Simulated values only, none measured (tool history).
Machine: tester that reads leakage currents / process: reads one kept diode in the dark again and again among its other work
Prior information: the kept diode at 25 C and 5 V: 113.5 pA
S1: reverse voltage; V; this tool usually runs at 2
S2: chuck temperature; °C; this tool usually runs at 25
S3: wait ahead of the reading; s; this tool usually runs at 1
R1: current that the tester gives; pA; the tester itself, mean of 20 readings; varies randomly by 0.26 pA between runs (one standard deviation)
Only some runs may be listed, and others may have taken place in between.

run    hour     S1  S2    S3      R1
  1       0      2  25     1   93.36
  2    24.7   6.93  25     1   144.3
  3    76.6      2  25     1   93.74
  4   103.3      2  25     1   94.47
  5   149.6      2  25     1   94.71
  6   174.7      2  25     1   94.81
  7   203.1      2  25  0.32   96.31
  8   238.6      2  44     1  450.58
  9   266.6      2  27     1  114.47
 10   298.2      2  27     1  114.33
 11   348.8      2  27     1  115.02
 12   382.1      2  25  0.37   98.45
 13     433   1.26  25  0.37   84.42
 14   490.4   1.26  25  0.37   84.12
 15   531.3   1.26  25  0.37   85.06
 16   583.9   1.26  25  0.37   86.17
 17   638.6   1.26  25  0.37   86.65
 18   686.3      2  25     1  100.94
 19   725.4      2  25     1  101.33
 20     753      2  25     1  101.99
 21     794      2  25     1  102.42
 22   827.9      2  21  4.66   72.75
 23   860.6  12.22  42  1.62  760.15
 24   892.1   3.02  23  1.01  100.93
 25   936.4   3.02  23  1.01  101.26
 26   993.5   9.76  38  1.11  524.08
     1018.6  -- chuck's temperature calibrated
 27  1021.9  12.27  38  1.11  468.46
 28  1054.2   6.31  30  0.79  195.75

Run 29, settings as shown, results not yet in. Your forecast:
     1061.2  -- tester calibrated
 29  1088.1  12.06  25  0.58   ?

{"run 29": {"R1": 167.74}}
Had the tool carried no hidden state, the very same run would have given R1 156.07 pA.

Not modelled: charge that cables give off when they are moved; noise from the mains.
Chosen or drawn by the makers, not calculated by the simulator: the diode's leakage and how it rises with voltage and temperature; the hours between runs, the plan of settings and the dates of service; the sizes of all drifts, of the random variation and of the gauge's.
